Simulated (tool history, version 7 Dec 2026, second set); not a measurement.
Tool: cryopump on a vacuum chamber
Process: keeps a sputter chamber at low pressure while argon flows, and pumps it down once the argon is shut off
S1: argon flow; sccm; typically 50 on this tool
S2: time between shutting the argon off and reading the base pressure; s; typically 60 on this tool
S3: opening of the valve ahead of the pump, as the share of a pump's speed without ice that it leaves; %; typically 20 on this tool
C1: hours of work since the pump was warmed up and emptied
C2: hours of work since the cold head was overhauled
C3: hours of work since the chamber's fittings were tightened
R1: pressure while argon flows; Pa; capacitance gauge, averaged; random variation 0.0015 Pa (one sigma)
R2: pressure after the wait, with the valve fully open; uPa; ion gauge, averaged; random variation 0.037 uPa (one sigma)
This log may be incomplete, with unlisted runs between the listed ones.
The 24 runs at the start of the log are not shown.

run 25 day=18.133 | S1=82 S2=169 S3=19 | C1=713 C2=713 C3=1913 | R1=0.6743 R2=5.05
run 26 day=19.046 | S1=21 S2=22 S3=21 | C1=731 C2=731 C3=1931 | R1=0.1593 R2=9.32
-- day=20.229 pump warmed up, emptied and cooled again
run 27 day=20.229 | S1=31 S2=22 S3=21 | C1=0 C2=751 C3=1951 | R1=0.2150 R2=8.12
run 28 day=21.029 | S1=31 S2=22 S3=21 | C1=16 C2=767 C3=1967 | R1=0.2167 R2=8.03
run 29 day=21.729 | S1=46 S2=60 S3=20 | C1=30 C2=781 C3=1981 | R1=0.3369 R2=5.18
run 30 day=22.504 | S1=46 S2=60 S3=20 | C1=46 C2=797 C3=1997 | R1=0.3358 R2=5.19
run 31 day=23.025 | S1=50 S2=32 S3=25 | C1=57 C2=808 C3=2008 | R1=0.2952 R2=6.91
run 32 day=23.804 | S1=63 S2=245 S3=51 | C1=73 C2=824 C3=2023 | R1=0.1835 R2=3.93
run 33 day=24.600 | S1=50 S2=60 S3=18 | C1=89 C2=840 C3=2040 | R1=0.4087 R2=5.36

3 options for the next run, each taken on its own from the tool as it stands now. Forecast them:
run A day=25.596 | S1=80 S2=60 S3=29 | C1=109 C2=860 C3=2060 | R1=? R2=?
run B day=25.596 | S1=28 S2=60 S3=18 | C1=109 C2=860 C3=2060 | R1=? R2=?
run C day=25.596 | S1=76 S2=60 S3=18 | C1=109 C2=860 C3=2060 | R1=? R2=?

run=A R1=0.4083 R2=5.30
run=B R1=0.2299 R2=5.48
run=C R1=0.6206 R2=5.48
What these runs would have given with no unlogged condition in the tool:
run=A R1=0.4019 R2=2.08
run=B R1=0.2277 R2=2.17
run=C R1=0.6145 R2=2.16
